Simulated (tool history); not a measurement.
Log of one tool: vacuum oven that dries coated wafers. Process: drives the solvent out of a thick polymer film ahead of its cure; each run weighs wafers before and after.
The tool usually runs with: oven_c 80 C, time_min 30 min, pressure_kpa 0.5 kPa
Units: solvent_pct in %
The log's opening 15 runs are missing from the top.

| run | hour | oven_c | time_min | pressure_kpa | solvent_pct |
|---|---|---|---|---|---|
| 16 | 790.6 | 80 | 30 | 0.5 | 3.46 |
| 17 | 843.4 | 80 | 30 | 0.5 | 3.49 |
| 18 | 893.1 | 80 | 30 | 0.5 | 3.42 |
|  | 913.4 | oven's thermocouples calibrated |
| 19 | 967 | 80 | 30 | 0.5 | 3.8 |
| 20 | 1038.3 | 80 | 30 | 0.5 | 3.78 |
| 21 | 1094.6 | 80 | 30 | 0.5 | 3.79 |
| 22 | 1166.6 | 91 | 30 | 0.5 | 1.83 |
| 23 | 1208.6 | 80 | 30 | 0.5 | 3.77 |
| 24 | 1257.2 | 80 | 30 | 0.5 | 3.79 |
| 25 | 1318.5 | 72 | 27 | 0.589 | 6.6 |
| 26 | 1353.4 | 80 | 20 | 0.5 | 5.78 |
| 27 | 1423.1 | 80 | 20 | 0.369 | 5.73 |
| 28 | 1455.6 | 80 | 20 | 0.369 | 5.64 |
|  | 1463.1 | vacuum gauge cleaned of residue and calibrated |
| 29 | 1490.5 | 80 | 15 | 1.489 | 8.8 |
| 30 | 1556.6 | 73 | 24 | 0.455 | 7.31 |
| 31 | 1600.6 | 81 | 44 | 0.356 | 2.62 |
| 32 | 1649.2 | 81 | 44 | 0.356 | 2.66 |
| 33 | 1689.9 | 81 | 44 | 0.356 | 2.66 |
| 34 | 1727 | 81 | 44 | 0.356 | 2.69 |
| 35 | 1761.9 | 81 | 44 | 0.356 | 2.62 |
| 36 | 1826 | 81 | 44 | 0.356 | 2.68 |
|  | 1849.4 | vacuum gauge cleaned of residue and calibrated, once more |
| 37 | 1876.7 | 81 | 44 | 0.356 | 1.19 |
| 38 | 1914.8 | 81 | 44 | 0.356 | 1.21 |
| 39 | 1972.5 | 76 | 44 | 0.356 | 1.91 |
| 40 | 2028.2 | 76 | 44 | 0.356 | 1.93 |

Forecast run 41:
| 41 | 2087.1 | 83 | 35 | 1.658 | ? |

Run 41 came out at solvent_pct 3.11 %.
With no hidden state in the tool, this same run would have given solvent_pct 3.33 %.
